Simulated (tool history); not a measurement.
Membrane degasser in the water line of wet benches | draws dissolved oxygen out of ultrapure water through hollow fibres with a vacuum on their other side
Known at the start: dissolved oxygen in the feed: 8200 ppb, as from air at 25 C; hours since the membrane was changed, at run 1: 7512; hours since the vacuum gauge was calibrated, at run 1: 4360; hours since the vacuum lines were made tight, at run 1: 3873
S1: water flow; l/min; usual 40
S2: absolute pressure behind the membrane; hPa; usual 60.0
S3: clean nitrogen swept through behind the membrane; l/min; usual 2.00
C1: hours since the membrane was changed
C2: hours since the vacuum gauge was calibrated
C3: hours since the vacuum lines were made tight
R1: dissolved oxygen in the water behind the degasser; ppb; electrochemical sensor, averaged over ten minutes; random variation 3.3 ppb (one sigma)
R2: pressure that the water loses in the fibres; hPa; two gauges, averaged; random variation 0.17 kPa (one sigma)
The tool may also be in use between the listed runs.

| run | day | S1 | S2 | S3 | C1 | C2 | C3 | R1 | R2 |
|---|---|---|---|---|---|---|---|---|---|
| 1 | 0.000 | 40 | 60.0 | 2.00 | 7512 | 4360 | 3873 | 329.5 | 269.8 |
| 2 | 8.154 | 40 | 60.0 | 2.00 | 7707 | 4556 | 4069 | 328.6 | 270.1 |
| 3 | 13.229 | 40 | 60.0 | 2.00 | 7829 | 4678 | 4191 | 330.5 | 267.2 |
| 4 | 19.654 | 40 | 60.0 | 2.00 | 7983 | 4832 | 4345 | 334.7 | 268.3 |
| 5 | 26.671 | 40 | 109.8 | 2.00 | 8152 | 5000 | 4513 | 538.0 | 267.2 |
|  | 29.508 | vacuum gauge calibrated |
| 6 | 32.483 | 40 | 60.0 | 2.00 | 8291 | 71 | 4652 | 324.1 | 266.2 |
| 7 | 40.329 | 40 | 60.0 | 2.00 | 8479 | 260 | 4841 | 331.2 | 266.6 |
| 8 | 47.075 | 40 | 60.0 | 2.00 | 8641 | 422 | 5003 | 333.0 | 268.9 |
| 9 | 54.667 | 40 | 60.0 | 2.00 | 8823 | 604 | 5185 | 327.5 | 270.6 |
| 10 | 60.175 | 40 | 60.0 | 2.00 | 8955 | 736 | 5317 | 326.0 | 269.3 |
| 11 | 67.612 | 45 | 60.0 | 2.00 | 9134 | 915 | 5495 | 374.7 | 301.0 |
| 12 | 75.517 | 44 | 77.2 | 2.07 | 9324 | 1104 | 5685 | 436.5 | 294.4 |
| 13 | 81.842 | 54 | 60.0 | 2.26 | 9475 | 1256 | 5837 | 454.6 | 362.8 |
| 14 | 89.633 | 54 | 37.3 | 2.40 | 9662 | 1443 | 6024 | 350.9 | 361.2 |
| 15 | 99.388 | 31 | 84.4 | 1.97 | 9896 | 1677 | 6258 | 320.3 | 209.8 |
| 16 | 108.596 | 31 | 84.4 | 1.97 | 10117 | 1898 | 6479 | 331.3 | 208.6 |
| 17 | 116.025 | 31 | 84.4 | 1.97 | 10296 | 2076 | 6657 | 320.7 | 209.5 |

The next listed run, before its measurement:
| 18 | 125.604 | 31 | 84.4 | 1.97 | 10526 | 2306 | 6887 | ? | ? |

Run 18 gave R1 327.5 ppb, R2 208.1 hPa.
Without the tool's hidden state the same run would have given R1 326.6 ppb, R2 207.9 hPa.

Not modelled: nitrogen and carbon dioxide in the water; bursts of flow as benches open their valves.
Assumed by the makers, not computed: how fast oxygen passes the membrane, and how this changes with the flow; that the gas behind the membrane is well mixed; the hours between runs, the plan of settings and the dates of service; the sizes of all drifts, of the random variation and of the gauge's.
